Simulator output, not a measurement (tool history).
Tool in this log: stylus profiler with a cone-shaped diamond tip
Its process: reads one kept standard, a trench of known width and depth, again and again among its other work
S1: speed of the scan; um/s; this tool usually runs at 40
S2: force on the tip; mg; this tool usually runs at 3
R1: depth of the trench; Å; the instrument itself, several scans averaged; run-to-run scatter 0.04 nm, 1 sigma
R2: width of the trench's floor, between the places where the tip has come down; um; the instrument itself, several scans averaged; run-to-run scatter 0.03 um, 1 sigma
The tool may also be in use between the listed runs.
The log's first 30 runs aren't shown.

run      day   S1    S2      R1     R2
 31   71.596   30  6.89  1024.1  18.26
 32   74.388  141  2.23  1009.3  17.55
 33   75.825  141  2.23    1010  17.57
 34   77.921   29   1.4  1006.9  18.07
 35   80.038   45  5.39  1018.9  18.17
 36   83.096   45  5.39  1019.1  18.13
 37   84.596   45  5.39  1019.1  18.11
 38   87.362   45  5.39  1018.8  18.12
 39   89.304   18  5.39  1018.4  18.12
 40   91.283   18  5.39  1018.6  18.19
 41     93.4   18  5.39  1018.1  18.14
      95.767  -- height scale calibrated on a step standard
 42   96.425   40  1.02  1007.9  17.85
 43   98.362   72  1.45    1009  17.62
 44  100.808   72  1.45  1009.3  17.67
 45  102.804  137  2.44  1013.2  17.36

Each row is a separate what-if for the run after 45, all from the same tool condition, not one after another. Results?
  A  104.792   42  3.91   ?   ?
  B  104.792  137  2.61   ?   ?
  C  104.792   31  3.84   ?   ?
  D  104.792   40  4.27   ?   ?

run      R1     R2
  A  1017.6  17.95
  B  1013.8  17.44
  C  1016.8  17.99
  D  1018.7  17.94
With no hidden state in the tool, these same runs would have given:
run      R1     R2
  A    1018  18.58
  B  1014.1  18.07
  C  1017.2  18.63
  D  1019.1  18.57
